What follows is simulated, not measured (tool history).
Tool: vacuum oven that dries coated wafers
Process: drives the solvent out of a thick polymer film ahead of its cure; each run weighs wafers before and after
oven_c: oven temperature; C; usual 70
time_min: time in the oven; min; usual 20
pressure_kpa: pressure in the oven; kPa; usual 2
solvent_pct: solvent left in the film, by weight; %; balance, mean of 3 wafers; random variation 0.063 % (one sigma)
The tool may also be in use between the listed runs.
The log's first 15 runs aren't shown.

run,hour,oven_c,time_min,pressure_kpa,hours of work since the thermocouples were calibrated,hours of work since the vacuum gauge was cleaned of residue,solvent_pct
16,856.7,70,11,2,185,457,7.69
17,893.3,70,20,1.24,212,485,3.75
18,939.7,70,20,1.24,247,520,3.79
19,973.2,70,20,1.24,272,545,3.79
20,1038.4,70,20,2,321,594,4.02
21,1106.8,70,20,2,373,646,4.05
22,1174.9,70,20,2,424,697,4.08
23,1233.6,70,20,2,468,741,3.99
24,1289.7,70,20,1.51,511,783,3.93
25,1346.8,66,22,1.51,554,826,5.31
26,1415.1,82,20,1.35,605,878,0.58
27,1449.7,82,20,1.35,631,904,0.53
28,1524.4,76,20,1.35,687,960,1.72
29,1589.7,76,20,1.35,737,1009,1.6
30,1651.5,73,20,1.1,783,1056,2.43
31,1730.7,73,20,1.1,843,1115,2.57
32,1771.5,60,13,5.77,873,1146,13.19
33,1831.9,80,13,2.01,919,1192,2.13
34,1908.3,61,35,1.24,976,1249,4.91
35,1950.7,61,35,1.24,1008,1281,5.06
# hour 1977.9: oven's thermocouples calibrated
36,1991.6,66,35,6.48,10,1310,4.98
37,2058.8,58,14,2.57,61,1361,12.57
38,2129.5,58,14,2.57,114,1414,12.73

Run 39 comes next. What will it give?
39,2187.1,58,14,2.57,158,1458,?

{"run 39": {"solvent_pct": 12.68}}
Without the tool's hidden state the same run would have given solvent_pct 12.67 %.
